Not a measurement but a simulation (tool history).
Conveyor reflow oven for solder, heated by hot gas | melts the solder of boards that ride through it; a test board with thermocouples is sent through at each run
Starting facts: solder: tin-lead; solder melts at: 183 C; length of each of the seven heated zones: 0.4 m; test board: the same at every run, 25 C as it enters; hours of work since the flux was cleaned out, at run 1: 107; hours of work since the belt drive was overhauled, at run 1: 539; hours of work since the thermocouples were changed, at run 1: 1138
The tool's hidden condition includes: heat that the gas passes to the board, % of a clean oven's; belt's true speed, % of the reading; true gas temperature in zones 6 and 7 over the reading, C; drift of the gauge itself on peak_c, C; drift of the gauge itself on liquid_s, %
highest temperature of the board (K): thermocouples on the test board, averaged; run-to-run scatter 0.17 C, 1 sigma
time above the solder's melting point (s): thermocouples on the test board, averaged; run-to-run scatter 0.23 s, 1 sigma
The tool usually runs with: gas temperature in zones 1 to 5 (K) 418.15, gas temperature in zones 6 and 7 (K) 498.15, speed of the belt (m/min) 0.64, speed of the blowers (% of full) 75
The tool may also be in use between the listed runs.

run,hour,gas temperature in zones 1 to 5 (K),gas temperature in zones 6 and 7 (K),speed of the belt (m/min),speed of the blowers (% of full),hours of work since the flux was cleaned out,hours of work since the belt drive was overhauled,hours of work since the thermocouples were changed,highest temperature of the board (K),time above the solder's melting point (s)
1,0,418.15,498.15,0.64,75,107,539,1138,483.15,52.7
2,25.4,418.15,498.15,0.64,75,121,553,1152,483.35,53.2
3,54.5,418.15,498.15,0.64,75,137,569,1168,483.15,53
# hour 68.3: thermocouples of zones 6 and 7 changed
4,110.5,418.15,487.15,0.64,75,166,599,23,474.05,42.6
# hour 150.8: flux residue cleaned out of gas plates and filters
5,150.8,418.15,498.15,0.651,75,0,618,42,483.05,51.3
6,193.3,418.15,498.15,0.651,75,23,642,66,483.05,51.6
7,237.5,418.15,498.15,0.62,75,48,666,90,484.25,55.5
8,265.4,418.15,498.15,0.64,75,63,681,105,483.45,53.3
9,295.7,418.15,498.15,0.748,75,79,698,122,478.55,39.6
10,331.1,418.15,498.15,0.64,75,99,717,141,483.15,52.8
11,365.4,418.15,498.15,0.64,75,118,736,160,483.25,52.7
12,419.9,418.15,498.15,0.64,60,148,766,190,479.75,48
13,445.9,418.15,498.15,0.64,59,162,780,204,479.35,48.1
# hour 496: flux residue cleaned out of gas plates and filters
14,504.7,418.15,498.15,0.64,59,5,810,234,479.75,47.7
15,553.8,418.15,498.15,0.64,59,32,836,261,479.75,48.1
16,589.6,429.15,504.15,0.64,75,51,856,280,490.55,63.2
17,619.5,418.15,498.15,0.761,75,68,872,297,477.95,38.7
18,644.6,404.15,506.15,0.64,75,81,886,310,487.65,51.3
19,678.7,418.15,501.15,0.634,88,100,905,329,488.45,58.1
20,724.7,418.15,501.15,0.634,88,125,930,354,488.35,58.4
21,779.5,418.15,498.15,0.663,69,155,960,384,480.65,48
22,826.5,418.15,498.15,0.708,56,181,986,410,475.45,37.8
# hour 840.6: flux residue cleaned out of gas plates and filters
23,874.5,420.15,498.15,0.558,75,19,1010,434,487.25,66.3
24,920.4,417.15,490.15,0.558,50,44,1035,459,474.55,48.7
25,961.3,406.15,501.15,0.538,89,66,1057,481,490.95,67.5
26,1002.9,406.15,501.15,0.565,89,89,1080,504,489.95,63
27,1051.1,406.15,501.15,0.565,89,115,1106,531,490.05,63
28,1098.8,406.15,501.15,0.752,89,142,1133,557,481.45,39.1
29,1139.8,406.15,501.15,0.752,64,164,1155,579,474.75,31.2

Below are 5 alternative next runs, each starting from the tool's condition after run 29. Predict each:
# hour 1187.3: flux residue cleaned out of gas plates and filters
A,1195.8,404.15,497.15,0.64,75,5,1183,607,?,?
# hour 1187.3: flux residue cleaned out of gas plates and filters
B,1195.8,428.15,497.15,0.64,79,5,1183,607,?,?
# hour 1187.3: flux residue cleaned out of gas plates and filters
C,1195.8,424.15,498.15,0.604,75,5,1183,607,?,?
# hour 1187.3: flux residue cleaned out of gas plates and filters
D,1195.8,433.15,501.15,0.682,77,5,1183,607,?,?
# hour 1187.3: flux residue cleaned out of gas plates and filters
E,1195.8,408.15,498.15,0.647,75,5,1183,607,?,?

run,highest temperature of the board (K),time above the solder's melting point (s)
A,480.25,44.7
B,484.85,59.2
C,486.05,61.9
D,487.65,59.1
E,481.25,46.5
The same runs, with their run-to-run variation unchanged, on a tool lacking any hidden condition would have given:
run,highest temperature of the board (K),time above the solder's melting point (s)
A,480.15,44.6
B,484.85,59.1
C,486.05,61.8
D,487.65,59
E,481.25,46.4
